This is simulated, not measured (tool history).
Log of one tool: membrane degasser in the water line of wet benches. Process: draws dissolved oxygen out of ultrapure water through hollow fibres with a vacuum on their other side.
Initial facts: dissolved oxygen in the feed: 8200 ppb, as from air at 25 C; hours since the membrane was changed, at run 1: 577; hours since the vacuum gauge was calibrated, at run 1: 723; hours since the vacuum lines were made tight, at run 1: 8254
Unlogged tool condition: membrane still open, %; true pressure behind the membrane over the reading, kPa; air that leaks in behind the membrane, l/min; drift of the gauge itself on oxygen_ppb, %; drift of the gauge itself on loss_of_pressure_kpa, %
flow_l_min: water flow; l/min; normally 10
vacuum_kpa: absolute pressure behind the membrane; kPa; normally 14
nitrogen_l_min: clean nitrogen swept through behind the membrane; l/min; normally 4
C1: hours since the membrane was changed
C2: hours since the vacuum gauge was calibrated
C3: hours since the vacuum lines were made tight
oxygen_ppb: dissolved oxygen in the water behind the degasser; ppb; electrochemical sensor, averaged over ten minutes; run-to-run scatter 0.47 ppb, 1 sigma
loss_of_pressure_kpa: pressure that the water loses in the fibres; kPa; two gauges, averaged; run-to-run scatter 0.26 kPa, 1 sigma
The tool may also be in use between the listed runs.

run 1 hour=0 | flow_l_min=10 vacuum_kpa=14 nitrogen_l_min=4 | C1=577 C2=723 C3=8254 | oxygen_ppb=78 loss_of_pressure_kpa=69.34
run 2 hour=40.1 | flow_l_min=15 vacuum_kpa=14 nitrogen_l_min=4 | C1=617 C2=763 C3=8294 | oxygen_ppb=136.7 loss_of_pressure_kpa=104.04
run 3 hour=66.1 | flow_l_min=10 vacuum_kpa=14 nitrogen_l_min=4.26 | C1=643 C2=789 C3=8320 | oxygen_ppb=73.5 loss_of_pressure_kpa=69.31
run 4 hour=108.2 | flow_l_min=10 vacuum_kpa=14 nitrogen_l_min=11.01 | C1=686 C2=831 C3=8362 | oxygen_ppb=35.1 loss_of_pressure_kpa=69.49
run 5 hour=130.7 | flow_l_min=10 vacuum_kpa=14 nitrogen_l_min=11.01 | C1=708 C2=853 C3=8385 | oxygen_ppb=35.6 loss_of_pressure_kpa=69.46
-- hour=182.4 seals of the vacuum lines changed
run 6 hour=182.4 | flow_l_min=10 vacuum_kpa=14 nitrogen_l_min=6.64 | C1=758 C2=903 C3=0 | oxygen_ppb=49.9 loss_of_pressure_kpa=69.93
run 7 hour=219.7 | flow_l_min=10 vacuum_kpa=19.7 nitrogen_l_min=6.64 | C1=795 C2=940 C3=37 | oxygen_ppb=71.7 loss_of_pressure_kpa=69.25
run 8 hour=272.8 | flow_l_min=10 vacuum_kpa=14 nitrogen_l_min=4 | C1=848 C2=994 C3=90 | oxygen_ppb=76.4 loss_of_pressure_kpa=69.15
run 9 hour=315 | flow_l_min=10 vacuum_kpa=14 nitrogen_l_min=4 | C1=890 C2=1036 C3=133 | oxygen_ppb=77.8 loss_of_pressure_kpa=70.07
run 10 hour=348.4 | flow_l_min=10 vacuum_kpa=14 nitrogen_l_min=4 | C1=924 C2=1069 C3=166 | oxygen_ppb=76.8 loss_of_pressure_kpa=70.19
run 11 hour=384.8 | flow_l_min=10 vacuum_kpa=9.6 nitrogen_l_min=4 | C1=960 C2=1106 C3=202 | oxygen_ppb=49.6 loss_of_pressure_kpa=68.82
run 12 hour=423 | flow_l_min=10 vacuum_kpa=9.6 nitrogen_l_min=4 | C1=998 C2=1144 C3=241 | oxygen_ppb=49.8 loss_of_pressure_kpa=69.39
run 13 hour=456.8 | flow_l_min=6 vacuum_kpa=9.6 nitrogen_l_min=4 | C1=1032 C2=1178 C3=274 | oxygen_ppb=25.2 loss_of_pressure_kpa=41.83
run 14 hour=508.2 | flow_l_min=6 vacuum_kpa=9.6 nitrogen_l_min=4 | C1=1084 C2=1229 C3=326 | oxygen_ppb=25.6 loss_of_pressure_kpa=42.04
run 15 hour=535.1 | flow_l_min=10 vacuum_kpa=14 nitrogen_l_min=4 | C1=1110 C2=1256 C3=353 | oxygen_ppb=76.8 loss_of_pressure_kpa=69.57
run 16 hour=588.3 | flow_l_min=10 vacuum_kpa=14 nitrogen_l_min=4 | C1=1164 C2=1309 C3=406 | oxygen_ppb=77.5 loss_of_pressure_kpa=69.49
run 17 hour=612.4 | flow_l_min=7 vacuum_kpa=13.1 nitrogen_l_min=10.86 | C1=1188 C2=1333 C3=430 | oxygen_ppb=18.5 loss_of_pressure_kpa=48.9
run 18 hour=649.5 | flow_l_min=10 vacuum_kpa=11.2 nitrogen_l_min=10.86 | C1=1225 C2=1370 C3=467 | oxygen_ppb=28 loss_of_pressure_kpa=69.3
run 19 hour=691.1 | flow_l_min=10 vacuum_kpa=32.6 nitrogen_l_min=4 | C1=1266 C2=1412 C3=509 | oxygen_ppb=189.4 loss_of_pressure_kpa=69.53
run 20 hour=716.4 | flow_l_min=10 vacuum_kpa=14 nitrogen_l_min=4 | C1=1292 C2=1437 C3=534 | oxygen_ppb=77 loss_of_pressure_kpa=69.31
run 21 hour=748.4 | flow_l_min=10 vacuum_kpa=9.5 nitrogen_l_min=11.82 | C1=1324 C2=1469 C3=566 | oxygen_ppb=23.4 loss_of_pressure_kpa=69.65
run 22 hour=787.8 | flow_l_min=10 vacuum_kpa=9.5 nitrogen_l_min=11.82 | C1=1363 C2=1509 C3=605 | oxygen_ppb=23.7 loss_of_pressure_kpa=69.91
run 23 hour=823.6 | flow_l_min=14 vacuum_kpa=9.7 nitrogen_l_min=2.31 | C1=1399 C2=1544 C3=641 | oxygen_ppb=125 loss_of_pressure_kpa=97.22
run 24 hour=858 | flow_l_min=14 vacuum_kpa=9.7 nitrogen_l_min=2.31 | C1=1433 C2=1579 C3=676 | oxygen_ppb=124.2 loss_of_pressure_kpa=97.39
run 25 hour=898.1 | flow_l_min=14 vacuum_kpa=9.7 nitrogen_l_min=2.31 | C1=1473 C2=1619 C3=716 | oxygen_ppb=124.4 loss_of_pressure_kpa=97.43
run 26 hour=929.7 | flow_l_min=14 vacuum_kpa=9.7 nitrogen_l_min=2.31 | C1=1505 C2=1650 C3=747 | oxygen_ppb=124.4 loss_of_pressure_kpa=97.75

The next listed run, before its measurement:
run 27 hour=961.4 | flow_l_min=14 vacuum_kpa=9.7 nitrogen_l_min=2.31 | C1=1537 C2=1682 C3=779 | oxygen_ppb=? loss_of_pressure_kpa=?

oxygen_ppb: 125 ppb
loss_of_pressure_kpa: 98.25 kPa
Minus the tool's unlogged condition, the same run would have read oxygen_ppb 123.2 ppb, loss_of_pressure_kpa 97.61 kPa.
